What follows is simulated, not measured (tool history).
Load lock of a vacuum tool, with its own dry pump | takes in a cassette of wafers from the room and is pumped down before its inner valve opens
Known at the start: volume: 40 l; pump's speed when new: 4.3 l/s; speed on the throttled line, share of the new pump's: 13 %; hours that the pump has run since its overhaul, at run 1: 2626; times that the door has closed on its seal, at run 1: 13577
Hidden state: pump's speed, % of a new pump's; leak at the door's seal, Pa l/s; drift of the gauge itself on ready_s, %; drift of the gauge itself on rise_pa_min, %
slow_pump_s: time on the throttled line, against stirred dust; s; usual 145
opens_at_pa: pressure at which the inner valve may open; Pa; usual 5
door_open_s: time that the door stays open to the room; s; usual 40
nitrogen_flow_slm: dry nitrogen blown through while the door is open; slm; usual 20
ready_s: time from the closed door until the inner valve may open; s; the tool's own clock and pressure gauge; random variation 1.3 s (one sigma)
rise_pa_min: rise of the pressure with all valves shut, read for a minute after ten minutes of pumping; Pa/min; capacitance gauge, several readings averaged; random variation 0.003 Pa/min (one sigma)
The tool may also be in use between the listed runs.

run,day,slow_pump_s,opens_at_pa,door_open_s,nitrogen_flow_slm,hours that the pump has run since its overhaul,times that the door has closed on its seal,"incoming humidity of the room's air, %",ready_s,rise_pa_min
1,0.000,145,5,40,20,2626,13577,48.4,218.1,0.018
2,3.558,145,5,40,20,2711,13729,47.0,216.6,0.022
3,5.688,145,5,40,20,2762,13820,44.6,220.1,0.013
4,8.258,145,5,40,20,2824,13930,45.3,217.1,0.027
5,12.483,145,5,40,25,2925,14111,43.7,218.3,0.016
6,16.592,145,5,40,20,3024,14286,41.5,217.2,0.017
7,18.771,145,5,202,20,3076,14379,44.6,221.5,0.048
8,22.808,145,4,202,20,3173,14551,44.9,222.4,0.047
9,26.912,145,5,40,20,3272,14727,44.4,218.6,0.016
10,31.275,145,5,40,40,3376,14913,43.9,218.9,0.011
11,33.771,145,5,40,40,3436,15020,41.3,219.4,0.014
12,36.638,145,5,39,20,3505,15142,45.6,218.6,0.022
13,40.146,145,5,40,20,3589,15292,45.7,219.8,0.018
14,43.829,145,5,40,20,3678,15449,47.5,216.7,0.018
15,47.229,145,5,40,20,3759,15595,46.5,218.2,0.023
16,49.129,145,5,40,20,3805,15676,45.4,223.8,0.025
17,51.338,145,5,40,20,3858,15770,44.2,218.3,0.019
18,54.675,106,5,40,20,3938,15913,44.2,187.1,0.021
19,58.754,106,5,40,20,4036,16087,46.7,183.4,0.017

Forecast run 20:
20,63.021,106,5,195,6,4138,16269,44.8,?,?

{"run 20": {"ready_s": 185.0, "rise_pa_min": 0.09}}
Without the tool's hidden state the same run would have given ready_s 185.0 s, rise_pa_min 0.090 Pa/min.
